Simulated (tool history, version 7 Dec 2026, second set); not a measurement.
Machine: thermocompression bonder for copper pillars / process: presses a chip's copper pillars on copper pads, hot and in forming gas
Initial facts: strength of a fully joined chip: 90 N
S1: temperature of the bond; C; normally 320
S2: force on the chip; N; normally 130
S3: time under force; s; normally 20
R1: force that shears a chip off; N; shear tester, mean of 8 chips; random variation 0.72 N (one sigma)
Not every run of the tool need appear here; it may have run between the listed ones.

| run | hour | S1 | S2 | S3 | R1 |
|---|---|---|---|---|---|
| 1 | 0.0 | 320 | 130 | 20 | 45.4 |
| 2 | 93.4 | 320 | 130 | 20 | 44.5 |
|  | 119.5 | forming gas filter changed |
| 3 | 154.3 | 320 | 96 | 20 | 37.3 |
| 4 | 255.2 | 320 | 96 | 20 | 36.5 |
| 5 | 334.9 | 320 | 96 | 20 | 36.4 |
| 6 | 403.1 | 320 | 96 | 20 | 35.3 |
| 7 | 446.9 | 320 | 96 | 20 | 34.7 |
|  | 470.5 | forming gas filter changed |
| 8 | 490.8 | 320 | 191 | 40 | 67.4 |
| 9 | 533.5 | 320 | 130 | 31 | 51.4 |
| 10 | 620.7 | 320 | 130 | 31 | 50.6 |
| 11 | 682.3 | 307 | 182 | 12 | 39.0 |
| 12 | 748.3 | 325 | 180 | 12 | 45.9 |
|  | 798.7 | heater calibrated with a thermocouple chip |
| 13 | 820.1 | 325 | 180 | 12 | 51.9 |
|  | 829.3 | forming gas filter changed |
| 14 | 872.9 | 307 | 154 | 58 | 64.5 |

4 options for the next run, each taken on its own from the tool as it stands now. Forecast them:
| A | 948.0 | 314 | 154 | 19 | ? |
| B | 948.0 | 330 | 91 | 13 | ? |
| C | 948.0 | 310 | 97 | 58 | ? |
| D | 948.0 | 320 | 130 | 56 | ? |

| run | R1 |
|---|---|
| A | 49.6 |
| B | 34.6 |
| C | 51.0 |
| D | 65.0 |
Without the tool's unlogged condition, the same runs would have read:
| run | R1 |
|---|---|
| A | 52.9 |
| B | 37.3 |
| C | 54.4 |
| D | 68.6 |
